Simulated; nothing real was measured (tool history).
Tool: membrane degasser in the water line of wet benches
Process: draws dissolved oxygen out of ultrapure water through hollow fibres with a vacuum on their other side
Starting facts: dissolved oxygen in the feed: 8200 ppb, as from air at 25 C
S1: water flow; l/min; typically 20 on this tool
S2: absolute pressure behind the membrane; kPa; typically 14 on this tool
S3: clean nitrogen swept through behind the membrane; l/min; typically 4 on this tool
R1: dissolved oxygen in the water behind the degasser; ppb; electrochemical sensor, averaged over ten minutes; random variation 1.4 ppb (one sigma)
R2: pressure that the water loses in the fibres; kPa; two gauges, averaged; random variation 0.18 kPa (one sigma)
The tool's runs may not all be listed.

run 1 hour=0 | S1=20 S2=14 S3=4 | R1=142.6 R2=36.95
run 2 hour=144.2 | S1=20 S2=14 S3=8.14 | R1=76.3 R2=37.09
run 3 hour=253.3 | S1=20 S2=14 S3=8.14 | R1=77.4 R2=37.04
run 4 hour=459.3 | S1=20 S2=14 S3=4 | R1=142.6 R2=37.07
run 5 hour=566.1 | S1=20 S2=14 S3=4 | R1=141.9 R2=37.16
run 6 hour=736.9 | S1=20 S2=14 S3=4 | R1=143.7 R2=37.13
run 7 hour=833.8 | S1=20 S2=14 S3=4 | R1=142.5 R2=37.13
run 8 hour=1022.1 | S1=16 S2=8.4 S3=1.69 | R1=126.7 R2=29.82
run 9 hour=1184.3 | S1=20 S2=23.3 S3=3.94 | R1=255.2 R2=37.23
run 10 hour=1300.3 | S1=20 S2=23.3 S3=3.94 | R1=257.8 R2=37.2

For run 11, what comes out?
run 11 hour=1480.1 | S1=14 S2=8.8 S3=2.42 | R1=? R2=?

R1: 84.4 ppb
R2: 25.9 kPa
Minus the tool's unlogged condition, the same run would have read R1 79.8 ppb, R2 24.66 kPa.
